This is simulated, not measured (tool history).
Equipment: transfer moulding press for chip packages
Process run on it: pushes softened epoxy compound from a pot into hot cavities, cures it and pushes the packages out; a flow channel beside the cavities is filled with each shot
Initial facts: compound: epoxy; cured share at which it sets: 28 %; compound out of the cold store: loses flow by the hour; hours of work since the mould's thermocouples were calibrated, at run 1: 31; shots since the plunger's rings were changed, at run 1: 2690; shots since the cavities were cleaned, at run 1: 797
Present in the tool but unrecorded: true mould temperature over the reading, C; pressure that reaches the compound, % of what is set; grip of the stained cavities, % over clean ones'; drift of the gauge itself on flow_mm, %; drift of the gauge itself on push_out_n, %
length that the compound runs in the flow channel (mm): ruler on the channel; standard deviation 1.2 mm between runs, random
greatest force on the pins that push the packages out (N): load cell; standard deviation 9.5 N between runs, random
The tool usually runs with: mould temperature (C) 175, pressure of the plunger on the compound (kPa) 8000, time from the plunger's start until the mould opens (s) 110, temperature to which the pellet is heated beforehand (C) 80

run	hour	mould temperature (C)	pressure of the plunger on the compound (kPa)	time from the plunger's start until the mould opens (s)	temperature to which the pellet is heated beforehand (C)	hours of work since the mould's thermocouples were calibrated	shots since the plunger's rings were changed	shots since the cavities were cleaned	incoming compound's hours out of the cold store	length that the compound runs in the flow channel (mm)	greatest force on the pins that push the packages out (N)
1	0	175	8000	110	80	31	2690	797	35.9	920	803
2	10.7	175	8000	110	80	38	2794	901	38.2	911	778
3	17.4	177	8000	110	80	42	2859	966	26.9	934	803
# hour 24.7: plunger's sealing rings changed
4	28.6	175	8000	110	80	48	38	1051	9.8	1010	883
5	34.2	175	8000	110	76	51	93	1106	13.7	1000	872
# hour 37: cavities cleaned with cleaning compound and waxed
6	41.5	175	8000	110	76	55	148	43	26.5	962	969
7	46.8	175	8000	136	80	58	201	96	41.8	921	789
8	55.9	175	8600	110	80	64	289	184	29.2	987	914
9	61.5	175	8600	110	80	68	343	238	15.4	1026	890
10	70.5	175	7140	118	80	73	432	327	25.5	910	859
11	75.6	182	7140	92	80	76	481	376	28.9	877	858
12	81.9	182	7140	92	80	80	543	438	43.8	840	827
13	90.1	174	8000	134	85	86	622	517	24.4	968	783
# hour 102.4: cavities cleaned with cleaning compound and waxed, once more
14	103.3	175	9190	110	81	93	736	9	14.8	1060	460
15	111.6	175	8000	110	74	98	817	90	18.4	979	544
16	117	175	8000	110	74	102	870	143	36.9	930	569

How the hidden state differs across the entries between the runs, from the last listed run before each to the first after it:
Logged between run 3 and run 4: plunger's sealing rings changed (hour 24.7)
  true mould temperature over the reading, C: -0.25 -> -0.26; pressure that reaches the compound, % of what is set: 95.91 -> 99.85; grip of the stained cavities, % over clean ones': 90.5 -> 92.1
  measured minus no-state result, length that the compound runs in the flow channel (mm): -19 -> +0; greatest force on the pins that push the packages out (N): +384 -> +427
Logged between run 5 and run 6: cavities cleaned with cleaning compound and waxed (hour 37)
  pressure that reaches the compound, % of what is set: 99.78 -> 99.71; grip of the stained cavities, % over clean ones': 92.9 -> 118
  measured minus no-state result, length that the compound runs in the flow channel (mm): +0 -> -1; greatest force on the pins that push the packages out (N): +424 -> +530
Logged between run 13 and run 14: cavities cleaned with cleaning compound and waxed, once more (hour 102.4)
  true mould temperature over the reading, C: -0.31 -> -0.32; pressure that reaches the compound, % of what is set: 99.09 -> 98.93; grip of the stained cavities, % over clean ones': 103 -> 3.6
  measured minus no-state result, length that the compound runs in the flow channel (mm): -3 -> -5; greatest force on the pins that push the packages out (N): +396 -> +21
